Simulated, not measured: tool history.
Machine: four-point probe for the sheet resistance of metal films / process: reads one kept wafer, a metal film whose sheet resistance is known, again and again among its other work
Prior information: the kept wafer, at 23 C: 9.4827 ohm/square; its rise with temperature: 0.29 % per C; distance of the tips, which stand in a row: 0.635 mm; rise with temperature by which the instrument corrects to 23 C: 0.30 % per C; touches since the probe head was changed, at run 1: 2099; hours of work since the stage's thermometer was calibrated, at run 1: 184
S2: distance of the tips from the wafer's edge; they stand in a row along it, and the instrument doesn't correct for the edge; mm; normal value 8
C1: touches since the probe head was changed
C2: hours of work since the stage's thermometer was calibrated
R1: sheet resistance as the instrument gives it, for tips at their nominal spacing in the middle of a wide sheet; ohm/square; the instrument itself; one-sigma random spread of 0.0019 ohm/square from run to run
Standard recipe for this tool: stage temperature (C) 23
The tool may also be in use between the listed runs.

Run 1, day 0: usual settings; C1 2099; C2 184. Result: R1 9.512072 ohm/square.
Run 2, day 1.017: usual settings; C1 3047; C2 200. Result: R1 9.512661 ohm/square.
Run 3, day 2.017: usual settings but S2 41 mm; C1 3974; C2 216. Result: R1 9.483018 ohm/square.
Run 4, day 2.638: usual settings but S2 41 mm; C1 4552; C2 225. Result: R1 9.486539 ohm/square.
Run 5, day 3.246: usual settings but S2 41 mm; C1 5120; C2 235. Result: R1 9.483893 ohm/square.
Run 6, day 3.833: usual settings but S2 65 mm; C1 5666; C2 244. Result: R1 9.482378 ohm/square.
Run 7, day 4.796: usual settings but S2 65 mm; C1 6559; C2 260. Result: R1 9.48179 ohm/square.
Run 8, day 5.45: usual settings but S2 65 mm; C1 7169; C2 270. Result: R1 9.484504 ohm/square.
Run 9, day 5.871: usual settings but S2 65 mm; C1 7559; C2 277. Result: R1 9.480044 ohm/square.
Run 10, day 6.758: usual settings but S2 39 mm; C1 8386; C2 291. Result: R1 9.482408 ohm/square.
Run 11, day 7.554: usual settings but S2 39 mm; C1 9125; C2 303. Result: R1 9.484373 ohm/square.
Run 12, day 8.304: usual settings but S2 39 mm; C1 9823; C2 315. Result: R1 9.484444 ohm/square.
Run 13, day 9.275: usual settings but S2 39 mm; C1 10727; C2 331. Result: R1 9.485721 ohm/square.
Run 14, day 10.179: usual settings but S2 39 mm; C1 11569; C2 345. Result: R1 9.483865 ohm/square.
Run 15, day 10.954: usual settings but stage temperature (C) 29, S2 39 mm; C1 12290; C2 357. Result: R1 9.482901 ohm/square.
Run 16, day 11.762: usual settings but stage temperature (C) 29, S2 39 mm; C1 13042; C2 370. Result: R1 9.481252 ohm/square.
Run 17, day 12.208: usual settings but stage temperature (C) 27, S2 7 mm; C1 13454; C2 377. Result: R1 9.521822 ohm/square.
Run 18, day 12.692: usual settings but stage temperature (C) 27, S2 7 mm; C1 13904; C2 385. Result: R1 9.521637 ohm/square.
Run 19, day 13.621: usual settings but stage temperature (C) 27, S2 7 mm; C1 14771; C2 400. Result: R1 9.518772 ohm/square.
Run 20, day 14.396: usual settings but stage temperature (C) 34, S2 4 mm; C1 15489; C2 412. Result: R1 9.604589 ohm/square.
Run 21, day 14.862: usual settings but S2 19 mm; C1 15924; C2 419. Result: R1 9.488471 ohm/square.
Run 22, day 15.75: usual settings but stage temperature (C) 22, S2 5 mm; C1 16750; C2 433. Result: R1 9.562452 ohm/square.
Run 23, day 16.688: usual settings but S2 3 mm; C1 17624; C2 448. Result: R1 9.710099 ohm/square.
Run 24, day 17.233: usual settings but stage temperature (C) 29, S2 9 mm; C1 18128; C2 457. Result: R1 9.502773 ohm/square.
Run 25, day 18.108: usual settings but S2 4 mm; C1 18943; C2 471. Result: R1 9.610837 ohm/square.
Run 26, day 18.6: usual settings but stage temperature (C) 18, S2 16 mm; C1 19399; C2 479. Result: R1 9.488694 ohm/square.
Run 27, day 19.346: usual settings but stage temperature (C) 31, S2 4 mm; C1 20095; C2 490. Result: R1 9.609005 ohm/square.
Run 28, day 20.067: usual settings but stage temperature (C) 30, S2 4 mm; C1 20763; C2 502. Result: R1 9.605894 ohm/square.
Run 29, day 20.862: usual settings but stage temperature (C) 30, S2 4 mm; C1 21506; C2 514. Result: R1 9.605356 ohm/square.
Run 30, day 21.862: usual settings but stage temperature (C) 20, S2 52 mm; C1 22438; C2 530. Result: R1 9.484618 ohm/square.
Run 31, day 22.408: usual settings but stage temperature (C) 30, S2 15 mm; C1 22942; C2 539. Result: R1 9.488714 ohm/square.

Consider 5 possible next runs. They are alternatives, not a sequence: every one starts from the tool as it was left by run 31. What does each give?
Run A, day 22.962: usual settings but stage temperature (C) 22, S2 15 mm; C1 23460; C2 548. Result: R1 ?.
Run B, day 22.962: usual settings but stage temperature (C) 25, S2 27 mm; C1 23460; C2 548. Result: R1 ?.
Run C, day 22.962: usual settings but stage temperature (C) 22, S2 20 mm; C1 23460; C2 548. Result: R1 ?.
Run D, day 22.962: usual settings but stage temperature (C) 33, S2 5 mm; C1 23460; C2 548. Result: R1 ?.
Run E, day 22.962: usual settings but stage temperature (C) 20; C1 23460; C2 548. Result: R1 ?.

run        R1
  A  9.490054
  B  9.487136
  C  9.485353
  D  9.561303
  E  9.512838
Without the tool's unlogged condition, the same runs would have read:
run        R1
  A  9.490089
  B  9.487171
  C  9.485388
  D  9.561338
  E  9.512874

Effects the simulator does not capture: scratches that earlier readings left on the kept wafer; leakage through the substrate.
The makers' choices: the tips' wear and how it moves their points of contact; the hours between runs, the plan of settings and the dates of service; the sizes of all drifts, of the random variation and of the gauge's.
